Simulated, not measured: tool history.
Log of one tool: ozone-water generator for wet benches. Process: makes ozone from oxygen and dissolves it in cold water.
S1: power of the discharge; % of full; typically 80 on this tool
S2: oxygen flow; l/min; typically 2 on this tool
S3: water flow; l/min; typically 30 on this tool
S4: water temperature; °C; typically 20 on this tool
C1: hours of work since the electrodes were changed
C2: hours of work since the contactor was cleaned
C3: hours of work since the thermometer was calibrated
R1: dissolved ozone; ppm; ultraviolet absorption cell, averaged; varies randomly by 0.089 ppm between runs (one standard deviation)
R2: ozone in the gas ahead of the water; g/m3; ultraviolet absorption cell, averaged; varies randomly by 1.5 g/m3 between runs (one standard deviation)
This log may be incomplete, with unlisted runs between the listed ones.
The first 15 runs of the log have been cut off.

run    hour  S1    S2  S3  S4    C1    C2    C3     R1     R2
 16    2384  80     2  18  20  6136  1030  2352  14.25  261.6
 17  2491.7  80  1.35  43  20  6213  1107  2429   5.21  334.8
 18    2703  80  1.35  43  20  6364  1258  2580   5.13  334.7
 19  2886.2  50     2  31  20  6495  1389  2711   5.64  182.3
 20  3077.6  50     2  31  20  6632  1525  2848   5.81    183
 21  3295.9  50     2  31  20  6788  1682  3004   5.65  181.8
 22  3416.9  95   1.3  30  20  6875  1768  3090   8.65  388.4
 23    3617  80  3.24  38  20  7018  1911  3233   7.19    192
 24  3742.5  80  3.24  38  20  7107  2001  3323   7.11  192.5
 25  3898.7  80  3.24  38  20  7219  2112  3435   7.18  190.1
       3911  -- water thermometer calibrated
 26    4005  72  2.66  38  20  7295  2188    67   6.37  200.3
 27  4215.7  72  2.66  38  20  7445  2339   218   6.27  199.6
 28    4340  72  3.46  38  19  7534  2428   307   6.67  169.7
 29  4472.7  54  2.34  30  20  7629  2522   402   6.16  173.5

Run 30 has not been measured yet. What should we expect?
 30  4622.6  99  1.95  30  17  7736  2630  509   ?   ?

Run 30 came out at R1 9.63 ppm, R2 308.1 g/m3.
With the hidden condition absent and the run-to-run variation left alone, this run would have shown R1 10.98 ppm, R2 339.8 g/m3.
